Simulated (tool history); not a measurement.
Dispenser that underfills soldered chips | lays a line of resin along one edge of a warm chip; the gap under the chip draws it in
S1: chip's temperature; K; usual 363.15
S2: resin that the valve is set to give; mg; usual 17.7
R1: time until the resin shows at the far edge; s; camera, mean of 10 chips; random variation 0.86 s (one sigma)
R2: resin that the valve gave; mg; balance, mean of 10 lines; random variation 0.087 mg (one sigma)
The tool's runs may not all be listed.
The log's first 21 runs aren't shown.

run,day,S1,S2,R1,R2
# day 5.562: new syringe of resin
22,5.771,367.15,20.5,85.0,20.06
# day 5.938: new syringe of resin
23,6.117,375.15,20.5,55.6,20.06
24,6.267,359.15,17.9,152.8,17.35
# day 6.304: new syringe of resin
25,6.550,377.15,20.1,56.2,19.37
# day 6.688: new syringe of resin
26,6.800,356.15,15.5,137.3,14.97
# day 7.067: new syringe of resin
27,7.100,361.15,18.5,91.2,17.72
28,7.358,367.15,15.7,102.3,15.17
# day 7.458: new syringe of resin
29,7.521,357.15,16.2,117.6,15.49

The next listed run, before its measurement:
# day 7.692: dispensing valve cleaned and set on the balance
# day 7.875: new syringe of resin
30,7.875,351.15,21.0,?,?

R1: 145.2 s
R2: 20.86 mg
Without the tool's hidden state the same run would have given R1 146.8 s, R2 20.94 mg.

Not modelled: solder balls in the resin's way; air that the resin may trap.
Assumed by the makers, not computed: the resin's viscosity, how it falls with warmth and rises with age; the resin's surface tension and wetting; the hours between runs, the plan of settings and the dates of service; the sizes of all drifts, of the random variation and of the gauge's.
